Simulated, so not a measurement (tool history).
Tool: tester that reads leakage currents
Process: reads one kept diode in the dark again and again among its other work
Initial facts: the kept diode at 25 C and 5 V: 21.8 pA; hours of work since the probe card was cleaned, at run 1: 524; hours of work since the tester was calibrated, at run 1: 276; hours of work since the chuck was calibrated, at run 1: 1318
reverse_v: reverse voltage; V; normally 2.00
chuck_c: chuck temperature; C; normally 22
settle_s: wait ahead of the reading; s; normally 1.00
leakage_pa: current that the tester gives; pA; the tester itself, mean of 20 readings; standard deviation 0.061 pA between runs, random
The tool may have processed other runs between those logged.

run    hour  reverse_v  chuck_c  settle_s  hours of work since the probe card was cleaned  hours of work since the tester was calibrated  hours of work since the chuck was calibrated  leakage_pa
  1     0.0       2.00       22      1.00                                             524                                            276                                          1318       11.13
  2    31.6       2.00       22      1.00                                             548                                            300                                          1342       11.15
  3    76.7       2.00       22      1.00                                             582                                            333                                          1375       11.42
  4   121.7       2.00       26      1.00                                             615                                            367                                          1409       15.90
  5   167.5       2.00       26      1.00                                             649                                            401                                          1443       15.89
  6   214.9       2.00       26      1.00                                             684                                            436                                          1478       16.08
  7   249.4       2.00       22      1.00                                             710                                            462                                          1504       11.40
  8   288.0       2.00       22      1.00                                             739                                            491                                          1533       11.63
  9   326.8       2.00       22      3.89                                             768                                            520                                          1562       11.14
 10   365.9       2.00       22      1.00                                             797                                            549                                          1591       11.58
 11   408.1       2.00       22      1.00                                             828                                            580                                          1622       11.62
 12   435.7       2.00       22      1.00                                             849                                            601                                          1643       11.59
 13   471.0       2.00       22      1.00                                             875                                            627                                          1669       11.66
 14   504.1       2.00       22      1.00                                             900                                            652                                          1694       11.72
 15   548.2       2.00       22      1.00                                             933                                            685                                          1727       11.77
 16   588.6       2.00       22      1.00                                             963                                            715                                          1757       11.81
 17   627.4       2.00       22      1.00                                             992                                            744                                          1786       11.78
 18   657.4       2.00       22      1.00                                            1014                                            766                                          1808       11.75
 19   697.6       2.00       22      1.00                                            1044                                            796                                          1838       11.80
 20   742.5       2.00       22      1.00                                            1078                                            830                                          1871       11.98
 21   773.9       1.60       53      0.83                                            1101                                            853                                          1895      135.50
 22   813.8       2.77       37      5.47                                            1131                                            883                                          1924       46.60
 23   839.1       4.89       22      5.44                                            1150                                            901                                          1943       19.54
 24   866.4      16.39       35      5.44                                            1170                                            922                                          1964       99.58
 25   894.9      16.39       35      5.44                                            1191                                            943                                          1985      100.21
 26   925.4      16.39       35      5.44                                            1214                                            966                                          2008       99.67
 27   947.6       1.92       35      2.61                                            1230                                            982                                          2024       33.22
 28   997.4       1.92       35      2.61                                            1267                                           1019                                          2061       33.12
 29  1035.7      10.23       39      1.00                                            1296                                           1048                                          2090      106.56
 30  1074.5       3.20       25      7.04                                            1325                                           1077                                          2119       19.37
 31  1102.0       1.30       34      0.42                                            1345                                           1097                                          2139       25.84
 32  1147.2       3.15       22      0.42                                            1379                                           1131                                          2173       17.14
 33  1174.8       3.15       22      0.42                                            1400                                           1152                                          2193       17.23
 34  1218.5       4.76       25      2.33                                            1432                                           1184                                          2226       25.31
     1244.7  -- chuck's temperature calibrated
 35  1260.6       4.48       25      1.81                                            1462                                           1214                                            12       28.20
 36  1288.8      12.00       25      1.00                                            1483                                           1235                                            33       53.17
 37  1315.1       2.26       22      1.00                                            1503                                           1255                                            52       15.50
 38  1347.4       2.26       28      1.00                                            1527                                           1279                                            77       24.26
 39  1387.1       2.26       28      1.00                                            1556                                           1308                                           106       24.27
 40  1413.1       2.26       28      1.00                                            1576                                           1328                                           125       24.32

What would each run have given without the hidden state, its run-to-run variation left as it was?
The tool's hidden condition here consists of: stray current of the dirty probe card, pA a volt; current scale over the true one, %; true chuck temperature over the reading, C; drift of the gauge itself on leakage_pa, %.
run  leakage_pa
  1       11.36
  2       11.34
  3       11.57
  4       16.62
  5       16.57
  6       16.74
  7       11.39
  8       11.58
  9       11.06
 10       11.46
 11       11.47
 12       11.41
 13       11.44
 14       11.48
 15       11.49
 16       11.49
 17       11.42
 18       11.36
 19       11.37
 20       11.50
 21      154.74
 22       51.08
 23       16.37
 24       93.93
 25       94.28
 26       93.55
 27       36.60
 28       36.50
 29      109.95
 30       18.11
 31       28.75
 32       15.05
 33       15.07
 34       22.07
 35       21.60
 36       35.01
 37       12.15
 38       21.07
 39       21.05
 40       21.09

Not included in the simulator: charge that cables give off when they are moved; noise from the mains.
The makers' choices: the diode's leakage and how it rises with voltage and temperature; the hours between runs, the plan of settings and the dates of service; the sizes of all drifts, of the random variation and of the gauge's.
